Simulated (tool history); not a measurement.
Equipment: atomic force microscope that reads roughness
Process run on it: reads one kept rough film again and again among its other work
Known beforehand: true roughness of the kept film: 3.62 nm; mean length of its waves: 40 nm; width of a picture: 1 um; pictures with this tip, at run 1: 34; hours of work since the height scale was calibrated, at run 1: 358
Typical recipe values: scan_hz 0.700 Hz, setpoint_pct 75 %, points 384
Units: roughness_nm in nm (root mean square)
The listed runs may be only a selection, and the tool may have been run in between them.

run   hour  scan_hz  setpoint_pct  points  pictures with this tip  hours of work since the height scale was calibrated  roughness_nm
  1    0.0    0.700            75     384                      34                                                  358         3.279
  2   28.0    0.700            75     384                      70                                                  381         3.254
  3   41.9    0.700            75     384                      87                                                  392         3.206
  4   59.9    0.700            75     384                     110                                                  406         3.163
  5   75.2    0.795            75     384                     129                                                  419         3.135
  6  104.8    0.877            75     384                     166                                                  442         3.093
     114.7  -- new tip fitted
  7  123.7    0.877            75     384                      12                                                  457         3.305
  8  142.5    0.800            75     384                      35                                                  472         3.292
  9  161.9    0.800            75     384                      60                                                  487         3.267
 10  187.8    0.800            75     384                      92                                                  508         3.217
 11  208.3    0.800            75     384                     118                                                  524         3.184
 12  233.0    0.800            75     384                     149                                                  544         3.142
 13  245.3    0.800            59     384                     165                                                  554         3.194
     257.1  -- new tip fitted
 14  259.3    0.700            75     492                       3                                                  565         3.326
 15  277.3    3.440            75     384                      25                                                  579         3.020
 16  304.4    3.440            75     384                      59                                                  601         2.981
 17  329.7    2.895            57     783                      91                                                  621         3.182
 18  355.3    1.636            75     384                     123                                                  641         3.073
 19  377.9    1.822            75     384                     152                                                  659         3.018
 20  390.7    1.822            75     384                     168                                                  670         3.007
     400.2  -- new tip fitted
 21  406.0    2.362            87     472                       8                                                  681         2.964
 22  430.7    2.362            87     631                      39                                                  701         2.958
 23  442.9    2.362            87     631                      54                                                  711         2.912
 24  466.0    2.743            77     384                      83                                                  729         2.992
 25  493.2    3.937            84     319                     117                                                  751         2.703
 26  512.4    3.937            84     319                     142                                                  766         2.682
 27  533.7    2.111            81     902                     168                                                  783         2.926
     541.2  -- new tip fitted
 28  555.2    1.390            75     488                      18                                                  800         3.230
 29  569.7    2.123            58     749                      36                                                  812         3.284

4 ways to go on from here, each from the tool as it stands after run 29. What would each give?
  A  587.4    0.544            75     384                      58                                                  826             ?
  B  587.4    2.123            66     749                      58                                                  826             ?
  C  587.4    0.821            77     779                      58                                                  826             ?
  D  587.4    1.663            70     384                      58                                                  826             ?

run  roughness_nm
  A         3.269
  B         3.193
  C         3.256
  D         3.210
The same runs, with their run-to-run variation unchanged, on a tool lacking any hidden condition would have given:
run  roughness_nm
  A         3.330
  B         3.253
  C         3.318
  D         3.270
